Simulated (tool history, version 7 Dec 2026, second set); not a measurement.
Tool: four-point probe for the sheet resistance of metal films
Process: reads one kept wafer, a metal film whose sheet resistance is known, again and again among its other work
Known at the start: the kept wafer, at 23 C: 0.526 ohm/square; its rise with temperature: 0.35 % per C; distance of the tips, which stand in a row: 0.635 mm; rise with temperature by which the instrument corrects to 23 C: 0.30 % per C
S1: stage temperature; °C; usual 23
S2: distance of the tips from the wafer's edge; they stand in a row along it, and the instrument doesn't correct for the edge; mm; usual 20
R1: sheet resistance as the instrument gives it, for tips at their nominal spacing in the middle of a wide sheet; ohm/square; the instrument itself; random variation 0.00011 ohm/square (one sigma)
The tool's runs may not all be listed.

run,hour,S1,S2,R1
1,0.0,23,20,0.529739
2,88.7,18,20,0.528254
3,206.5,23,20,0.529733
4,319.4,23,20,0.527555
5,403.7,23,12,0.528029
6,519.1,23,20,0.527845
7,629.2,23,20,0.527797
8,699.5,26,20,0.528615
9,798.2,26,20,0.528852
10,857.6,23,5,0.532452
11,941.5,23,5,0.532410
12,1033.8,23,5,0.532519
13,1140.8,23,5,0.532546
14,1253.3,23,5,0.532765
15,1323.4,23,5,0.531705
16,1385.6,23,5,0.531512
17,1460.5,23,5,0.531946
18,1555.7,27,5,0.532793
19,1673.9,23,20,0.527700
20,1781.4,23,20,0.527803
21,1866.8,23,20,0.527712
22,1942.2,23,20,0.528048
23,2064.5,23,20,0.528135
24,2165.4,23,20,0.528206
25,2291.9,28,20,0.529646
26,2401.5,23,27,0.528280
27,2474.0,20,23,0.527693
28,2549.3,27,4,0.536491
29,2663.6,27,4,0.536557
30,2768.3,22,24,0.528432
31,2832.7,26,48,0.529505
32,2937.5,27,5,0.534241
33,3050.1,21,20,0.528642
34,3154.3,19,39,0.527996
35,3225.6,34,5,0.536426
36,3299.9,22,32,0.529022
37,3359.2,22,55,0.529033
38,3444.5,28,4,0.537675
39,3538.4,34,5,0.536875
40,3657.8,34,5,0.536956
41,3765.3,20,3,0.541343
42,3874.0,20,3,0.541549
43,3958.0,20,3,0.541628
44,4073.2,23,13,0.530703
45,4134.3,23,13,0.530843
46,4253.6,21,10,0.530878

Taken out of this log: 2 entries between the listed runs. Where each belongs, and how the hidden state differs across it:
Between runs 3 and 4: new probe head fitted (hour 214.8)
  inner tips' distance over the nominal, %: 0.426 -> 0.019; tips' flats over new ones', %: 55 -> 1; wafer's true temperature over the reading, C: 0.56 -> 0.57
  measured less the result without the state, R1: +0.003454 -> +0.001158 ohm/square
Between runs 14 and 15: stage's thermometer calibrated (hour 1298.0)
  inner tips' distance over the nominal, %: 0.163 -> 0.172; tips' flats over new ones', %: 11 -> 12; wafer's true temperature over the reading, C: 0.7 -> 0.01
  measured less the result without the state, R1: +0.002216 -> +0.001010 ohm/square
